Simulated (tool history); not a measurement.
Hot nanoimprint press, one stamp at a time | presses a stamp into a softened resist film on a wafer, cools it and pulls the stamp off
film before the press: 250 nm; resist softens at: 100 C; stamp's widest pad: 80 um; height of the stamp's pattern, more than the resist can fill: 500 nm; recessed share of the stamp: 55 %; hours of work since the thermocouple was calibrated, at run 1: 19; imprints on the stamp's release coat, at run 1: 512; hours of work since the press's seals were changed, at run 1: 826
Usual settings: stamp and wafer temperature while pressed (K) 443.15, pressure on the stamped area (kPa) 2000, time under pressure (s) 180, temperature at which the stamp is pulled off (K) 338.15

run	hour	stamp and wafer temperature while pressed (K)	pressure on the stamped area (kPa)	time under pressure (s)	temperature at which the stamp is pulled off (K)	hours of work since the thermocouple was calibrated	imprints on the stamp's release coat	hours of work since the press's seals were changed	resist left under the stamp's widest pad (Å)	greatest force while the stamp is pulled off (N)
1	0.0	443.15	2000	180	338.15	19	512	826	1153	223
2	42.8	443.15	3060	180	338.15	53	653	859	899	217
3	89.5	443.15	3060	180	338.15	89	806	896	908	226
# hour 114.6: stamp cleaned and given a new release coat
4	141.5	442.15	2000	180	338.15	125	88	932	1178	230
5	195.6	443.15	2000	180	338.15	168	266	974	1146	226
6	224.8	443.15	1770	180	338.15	190	361	997	1233	223
7	276.6	443.15	1770	180	329.15	231	531	1038	1213	287
# hour 312.7: plate thermocouple calibrated
8	323.1	443.15	2000	180	326.15	8	674	1072	1149	307
9	367.4	443.15	2000	180	326.15	43	819	1106	1148	305
# hour 390.1: stamp cleaned and given a new release coat
10	412.3	443.15	2000	180	326.15	73	72	1137	1131	300
# hour 427.1: press's hydraulic seals changed and the load cell set to zero
11	455.4	443.15	2000	180	326.15	101	187	22	1140	307
12	510.7	443.15	2000	180	326.15	144	369	66	1146	287
13	550.5	443.15	2000	180	326.15	175	499	97	1137	292
14	592.8	443.15	2000	180	326.15	208	638	130	1133	293
# hour 655.0: plate thermocouple calibrated
15	655.0	449.15	1910	249	341.15	0	832	176	902	210
# hour 673.9: stamp cleaned and given a new release coat
16	704.2	444.15	1910	249	343.15	34	99	210	1004	194
17	752.4	444.15	1910	149	331.15	72	257	248	1206	271
18	794.4	443.15	2000	291	339.15	105	395	281	963	212
19	838.0	443.15	2000	291	339.15	139	538	315	949	220
20	875.5	443.15	1760	203	324.15	168	661	344	1177	310
21	905.2	443.15	1760	203	324.15	191	758	368	1157	307
# hour 915.1: gauge calibrated
# hour 946.9: stamp cleaned and given a new release coat
22	967.2	443.15	1760	203	324.15	235	67	411	1186	304
# hour 996.4: plate thermocouple calibrated
23	1025.0	435.15	2000	180	333.15	22	246	454	1429	259
24	1072.9	435.15	2000	180	333.15	60	403	492	1424	252
25	1109.5	435.15	2000	180	333.15	89	523	520	1410	264
26	1144.7	454.15	1860	199	337.15	116	638	548	880	232
27	1208.5	447.15	3030	355	338.15	166	848	598	642	221
# hour 1222.3: stamp cleaned and given a new release coat
28	1266.1	443.15	1360	180	338.15	207	144	639	1403	219

4 ways to go on from here, each from the tool as it stands after run 28. What would each give?
A	1297.0	451.15	2000	119	338.15	231	245	663	?	?
B	1297.0	443.15	2000	180	331.15	231	245	663	?	?
C	1297.0	439.15	1250	96	338.15	231	245	663	?	?
D	1297.0	443.15	2000	179	333.15	231	245	663	?	?

run	resist left under the stamp's widest pad (Å)	greatest force while the stamp is pulled off (N)
A	1072	221
B	1144	265
C	1841	228
D	1150	266
Without the tool's hidden state the same runs would have given:
run	resist left under the stamp's widest pad (Å)	greatest force while the stamp is pulled off (N)
A	1085	221
B	1158	264
C	1864	228
D	1164	266

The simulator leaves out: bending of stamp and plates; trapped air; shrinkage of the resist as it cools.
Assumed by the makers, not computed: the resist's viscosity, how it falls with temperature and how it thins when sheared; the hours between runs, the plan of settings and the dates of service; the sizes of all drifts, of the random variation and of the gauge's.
